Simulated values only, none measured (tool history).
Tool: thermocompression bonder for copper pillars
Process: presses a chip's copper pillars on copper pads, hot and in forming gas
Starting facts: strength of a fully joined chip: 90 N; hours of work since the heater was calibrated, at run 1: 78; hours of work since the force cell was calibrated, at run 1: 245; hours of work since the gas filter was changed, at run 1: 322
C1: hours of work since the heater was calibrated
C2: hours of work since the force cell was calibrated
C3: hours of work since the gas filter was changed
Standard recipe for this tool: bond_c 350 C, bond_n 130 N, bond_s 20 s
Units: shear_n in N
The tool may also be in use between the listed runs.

run 1 hour=0 | bond_c=350 bond_n=130 bond_s=20 | C1=78 C2=245 C3=322 | shear_n=32.5
run 2 hour=14.6 | bond_c=350 bond_n=116 bond_s=20 | C1=88 C2=255 C3=332 | shear_n=29.8
run 3 hour=26.3 | bond_c=350 bond_n=116 bond_s=20 | C1=96 C2=263 C3=341 | shear_n=29.7
run 4 hour=36.7 | bond_c=350 bond_n=116 bond_s=20 | C1=104 C2=270 C3=348 | shear_n=29.7
run 5 hour=48.7 | bond_c=350 bond_n=116 bond_s=20 | C1=112 C2=278 C3=356 | shear_n=29.4
run 6 hour=61.7 | bond_c=350 bond_n=130 bond_s=17 | C1=121 C2=287 C3=365 | shear_n=30.5
run 7 hour=71.8 | bond_c=350 bond_n=130 bond_s=20 | C1=128 C2=294 C3=372 | shear_n=32.2
run 8 hour=81.3 | bond_c=350 bond_n=130 bond_s=20 | C1=135 C2=301 C3=379 | shear_n=32
-- hour=90.9 forming gas filter changed
run 9 hour=93.9 | bond_c=350 bond_n=130 bond_s=20 | C1=143 C2=309 C3=2 | shear_n=32.4
run 10 hour=104.5 | bond_c=350 bond_n=130 bond_s=20 | C1=150 C2=317 C3=9 | shear_n=32.3
run 11 hour=115 | bond_c=350 bond_n=130 bond_s=20 | C1=158 C2=324 C3=17 | shear_n=32.3
run 12 hour=122.7 | bond_c=350 bond_n=130 bond_s=20 | C1=163 C2=329 C3=22 | shear_n=32.6
run 13 hour=132.1 | bond_c=372 bond_n=129 bond_s=18 | C1=169 C2=336 C3=29 | shear_n=39.1
run 14 hour=146.7 | bond_c=372 bond_n=129 bond_s=57 | C1=180 C2=346 C3=39 | shear_n=56.5
run 15 hour=158 | bond_c=340 bond_n=129 bond_s=44 | C1=187 C2=354 C3=47 | shear_n=39
run 16 hour=173.4 | bond_c=347 bond_n=134 bond_s=32 | C1=198 C2=364 C3=57 | shear_n=38.5
run 17 hour=182.7 | bond_c=334 bond_n=83 bond_s=43 | C1=205 C2=371 C3=64 | shear_n=26.9
run 18 hour=198.4 | bond_c=334 bond_n=105 bond_s=43 | C1=215 C2=382 C3=75 | shear_n=31.4
run 19 hour=207.7 | bond_c=334 bond_n=105 bond_s=13 | C1=222 C2=388 C3=81 | shear_n=18.7
run 20 hour=219.7 | bond_c=334 bond_n=105 bond_s=13 | C1=230 C2=396 C3=89 | shear_n=19.2
run 21 hour=233 | bond_c=353 bond_n=161 bond_s=19 | C1=239 C2=406 C3=99 | shear_n=37.9

Entry by entry between the runs, the difference in hidden state between the last listed run before and the first listed run after:
Runs 8 to 9: forming gas filter changed (hour 90.9)
  oxide that the forming gas leaves, % of the face: 1.03 -> 0.51

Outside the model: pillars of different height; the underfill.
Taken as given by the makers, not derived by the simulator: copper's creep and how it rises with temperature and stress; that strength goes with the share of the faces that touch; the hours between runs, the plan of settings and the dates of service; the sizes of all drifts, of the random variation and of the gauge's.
